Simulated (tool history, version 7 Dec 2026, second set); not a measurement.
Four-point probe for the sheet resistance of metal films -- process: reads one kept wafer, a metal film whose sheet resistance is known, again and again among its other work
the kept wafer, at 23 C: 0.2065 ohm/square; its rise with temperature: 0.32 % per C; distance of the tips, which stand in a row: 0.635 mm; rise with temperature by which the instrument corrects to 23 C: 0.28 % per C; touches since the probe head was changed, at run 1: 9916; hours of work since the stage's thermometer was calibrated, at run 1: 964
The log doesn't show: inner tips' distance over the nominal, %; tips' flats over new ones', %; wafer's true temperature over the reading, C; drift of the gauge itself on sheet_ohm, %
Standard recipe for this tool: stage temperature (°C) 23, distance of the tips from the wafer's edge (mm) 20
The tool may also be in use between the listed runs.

run	hour	stage temperature (°C)	distance of the tips from the wafer's edge (mm)	touches since the probe head was changed	hours of work since the stage's thermometer was calibrated	sheet resistance as the instrument gives it (ohm/square)
1	0.0	23	20	9916	964	0.208042
2	46.1	23	20	10875	986	0.208028
3	79.7	23	20	11575	1002	0.207988
4	113.3	23	54	12275	1019	0.207866
5	143.3	23	54	12899	1033	0.207859
6	171.2	23	53	13480	1046	0.207840
7	225.5	23	53	14611	1073	0.207859
# hour 230.4: stage's thermometer calibrated
8	251.6	18	20	15143	10	0.207561
9	282.6	18	20	15789	25	0.207689
10	332.0	18	20	16816	49	0.207619
11	373.9	20	23	17690	69	0.207863
12	406.6	20	23	18369	85	0.207799
13	454.0	19	63	19357	108	0.207644
# hour 486.5: stage's thermometer calibrated, once more
14	493.4	19	63	20167	3	0.207226
15	516.0	22	7	20637	14	0.208311
16	571.2	22	7	21787	41	0.208386
17	625.6	22	56	22919	67	0.207539
18	673.6	19	63	23917	90	0.207254
19	717.0	21	42	24821	111	0.207428
20	752.5	21	42	25560	128	0.207411

Alternative continuations, all from the tool just after run 20; predict every row:
A	778.1	18	20	26093	141	?
B	778.1	35	8	26093	141	?
C	778.1	26	20	26093	141	?
D	778.1	31	24	26093	141	?
E	778.1	23	5	26093	141	?

run	sheet resistance as the instrument gives it (ohm/square)
A	0.207325
B	0.209286
C	0.207869
D	0.208267
E	0.209337
What these runs would have given with no unlogged condition in the tool:
run	sheet resistance as the instrument gives it (ohm/square)
A	0.206257
B	0.208210
C	0.206799
D	0.207196
E	0.208260
